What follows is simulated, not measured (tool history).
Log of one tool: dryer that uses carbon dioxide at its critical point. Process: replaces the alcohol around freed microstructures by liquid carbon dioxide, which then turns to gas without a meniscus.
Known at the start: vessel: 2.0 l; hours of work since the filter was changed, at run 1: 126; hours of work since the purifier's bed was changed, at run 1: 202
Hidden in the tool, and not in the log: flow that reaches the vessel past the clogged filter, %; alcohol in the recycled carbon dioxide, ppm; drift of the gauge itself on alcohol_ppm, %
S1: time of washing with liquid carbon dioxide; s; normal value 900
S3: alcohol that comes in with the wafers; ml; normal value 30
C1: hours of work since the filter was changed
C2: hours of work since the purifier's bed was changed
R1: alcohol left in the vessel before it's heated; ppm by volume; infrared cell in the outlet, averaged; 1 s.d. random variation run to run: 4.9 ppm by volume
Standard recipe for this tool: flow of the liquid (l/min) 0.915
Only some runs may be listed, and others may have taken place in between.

{"run": 1, "day": 0.0, "S1": 900, "flow of the liquid (l/min)": 0.915, "S3": 30, "C1": 126, "C2": 202, "R1": 94}
{"run": 2, "day": 0.767, "S1": 900, "flow of the liquid (l/min)": 0.915, "S3": 30, "C1": 137, "C2": 213, "R1": 88}
{"run": 3, "day": 1.208, "S1": 900, "flow of the liquid (l/min)": 0.915, "S3": 30, "C1": 143, "C2": 219, "R1": 84}
{"run": 4, "day": 1.933, "S1": 900, "flow of the liquid (l/min)": 0.915, "S3": 30, "C1": 154, "C2": 230, "R1": 92}
{"run": 5, "day": 2.704, "S1": 900, "flow of the liquid (l/min)": 0.915, "S3": 30, "C1": 165, "C2": 241, "R1": 83}
{"run": 6, "day": 3.696, "S1": 900, "flow of the liquid (l/min)": 0.915, "S3": 30, "C1": 179, "C2": 255, "R1": 91}
{"run": 7, "day": 4.408, "S1": 900, "flow of the liquid (l/min)": 0.915, "S3": 30, "C1": 189, "C2": 265, "R1": 99}
{"run": 8, "day": 5.2, "S1": 900, "flow of the liquid (l/min)": 0.915, "S3": 99, "C1": 200, "C2": 276, "R1": 287}
{"run": 9, "day": 5.729, "S1": 900, "flow of the liquid (l/min)": 0.915, "S3": 99, "C1": 208, "C2": 284, "R1": 284}
{"run": 10, "day": 6.183, "S1": 900, "flow of the liquid (l/min)": 0.915, "S3": 99, "C1": 214, "C2": 290, "R1": 302}
{"run": 11, "day": 6.95, "S1": 720, "flow of the liquid (l/min)": 0.915, "S3": 30, "C1": 225, "C2": 301, "R1": 268}
{"run": 12, "day": 7.483, "S1": 900, "flow of the liquid (l/min)": 0.915, "S3": 36, "C1": 233, "C2": 309, "R1": 128}
{"run": 13, "day": 8.033, "S1": 900, "flow of the liquid (l/min)": 0.915, "S3": 36, "C1": 241, "C2": 317, "R1": 132}
{"run": 14, "day": 8.746, "S1": 900, "flow of the liquid (l/min)": 1.031, "S3": 36, "C1": 251, "C2": 327, "R1": 65}
{"run": 15, "day": 9.2, "S1": 900, "flow of the liquid (l/min)": 0.915, "S3": 30, "C1": 257, "C2": 333, "R1": 111}
{"run": 16, "day": 10.179, "S1": 900, "flow of the liquid (l/min)": 0.915, "S3": 21, "C1": 271, "C2": 347, "R1": 89}
{"run": 17, "day": 11.204, "S1": 900, "flow of the liquid (l/min)": 0.915, "S3": 21, "C1": 286, "C2": 362, "R1": 93}
{"run": 18, "day": 11.667, "S1": 720, "flow of the liquid (l/min)": 0.915, "S3": 30, "C1": 292, "C2": 368, "R1": 310}
{"run": 19, "day": 12.55, "S1": 720, "flow of the liquid (l/min)": 0.915, "S3": 30, "C1": 305, "C2": 381, "R1": 308}
{"run": 20, "day": 13.367, "S1": 720, "flow of the liquid (l/min)": 0.915, "S3": 30, "C1": 316, "C2": 392, "R1": 313}
{"run": 21, "day": 14.129, "S1": 900, "flow of the liquid (l/min)": 0.915, "S3": 30, "C1": 327, "C2": 403, "R1": 144}
{"run": 22, "day": 15.117, "S1": 900, "flow of the liquid (l/min)": 0.555, "S3": 30, "C1": 341, "C2": 417, "R1": 870}
{"run": 23, "day": 15.642, "S1": 900, "flow of the liquid (l/min)": 0.555, "S3": 30, "C1": 349, "C2": 425, "R1": 908}
{"run": 24, "day": 16.158, "S1": 900, "flow of the liquid (l/min)": 0.555, "S3": 30, "C1": 356, "C2": 432, "R1": 913}
{"run": 25, "day": 16.8, "S1": 720, "flow of the liquid (l/min)": 1.07, "S3": 31, "C1": 365, "C2": 441, "R1": 194}
{"run": 26, "day": 17.512, "S1": 720, "flow of the liquid (l/min)": 1.07, "S3": 31, "C1": 375, "C2": 451, "R1": 202}
{"day": 18.133, "done": "inlet filter changed"}
{"run": 27, "day": 18.212, "S1": 720, "flow of the liquid (l/min)": 1.07, "S3": 31, "C1": 1, "C2": 461, "R1": 90}
{"run": 28, "day": 18.962, "S1": 960, "flow of the liquid (l/min)": 0.915, "S3": 53, "C1": 12, "C2": 471, "R1": 85}
{"run": 29, "day": 19.408, "S1": 960, "flow of the liquid (l/min)": 0.915, "S3": 53, "C1": 18, "C2": 478, "R1": 83}
{"run": 30, "day": 19.971, "S1": 660, "flow of the liquid (l/min)": 0.915, "S3": 35, "C1": 26, "C2": 486, "R1": 308}
{"run": 31, "day": 20.508, "S1": 1260, "flow of the liquid (l/min)": 0.915, "S3": 30, "C1": 34, "C2": 493, "R1": 23}
{"run": 32, "day": 21.162, "S1": 1260, "flow of the liquid (l/min)": 0.613, "S3": 30, "C1": 43, "C2": 502, "R1": 122}
{"run": 33, "day": 21.967, "S1": 1260, "flow of the liquid (l/min)": 0.613, "S3": 30, "C1": 54, "C2": 514, "R1": 113}
{"run": 34, "day": 22.625, "S1": 600, "flow of the liquid (l/min)": 0.915, "S3": 30, "C1": 64, "C2": 523, "R1": 399}
{"run": 35, "day": 23.508, "S1": 600, "flow of the liquid (l/min)": 0.915, "S3": 30, "C1": 76, "C2": 536, "R1": 417}
{"run": 36, "day": 24.142, "S1": 600, "flow of the liquid (l/min)": 0.915, "S3": 30, "C1": 85, "C2": 545, "R1": 406}
{"run": 37, "day": 25.067, "S1": 780, "flow of the liquid (l/min)": 0.886, "S3": 86, "C1": 99, "C2": 558, "R1": 481}
{"run": 38, "day": 25.6, "S1": 780, "flow of the liquid (l/min)": 0.886, "S3": 86, "C1": 106, "C2": 566, "R1": 480}
{"run": 39, "day": 26.179, "S1": 1140, "flow of the liquid (l/min)": 0.879, "S3": 42, "C1": 114, "C2": 574, "R1": 59}
{"run": 40, "day": 26.704, "S1": 540, "flow of the liquid (l/min)": 0.879, "S3": 40, "C1": 122, "C2": 581, "R1": 927}
{"run": 41, "day": 27.279, "S1": 540, "flow of the liquid (l/min)": 0.879, "S3": 40, "C1": 130, "C2": 589, "R1": 945}
{"run": 42, "day": 27.775, "S1": 540, "flow of the liquid (l/min)": 0.879, "S3": 40, "C1": 137, "C2": 596, "R1": 943}
{"run": 43, "day": 28.375, "S1": 900, "flow of the liquid (l/min)": 1.331, "S3": 32, "C1": 146, "C2": 605, "R1": 34}
{"run": 44, "day": 29.3, "S1": 900, "flow of the liquid (l/min)": 1.331, "S3": 32, "C1": 159, "C2": 618, "R1": 35}
{"run": 45, "day": 30.279, "S1": 900, "flow of the liquid (l/min)": 1.064, "S3": 57, "C1": 173, "C2": 632, "R1": 80}
{"run": 46, "day": 31.317, "S1": 1080, "flow of the liquid (l/min)": 1.064, "S3": 44, "C1": 187, "C2": 647, "R1": 35}
{"run": 47, "day": 31.838, "S1": 900, "flow of the liquid (l/min)": 0.882, "S3": 96, "C1": 195, "C2": 654, "R1": 342}
{"run": 48, "day": 32.792, "S1": 1020, "flow of the liquid (l/min)": 0.678, "S3": 30, "C1": 208, "C2": 668, "R1": 243}

What differs in the tool's unlogged condition from the final listed run ahead of each entry between runs to the first listed run following it?
Run 26 -> run 27: inlet filter changed (day 18.133)
  flow that reaches the vessel past the clogged filter, %: 83 -> 99.5; alcohol in the recycled carbon dioxide, ppm: 19.7 -> 20
  what was measured, less what the result would be without the hidden state, R1: +121 -> +17 ppm by volume
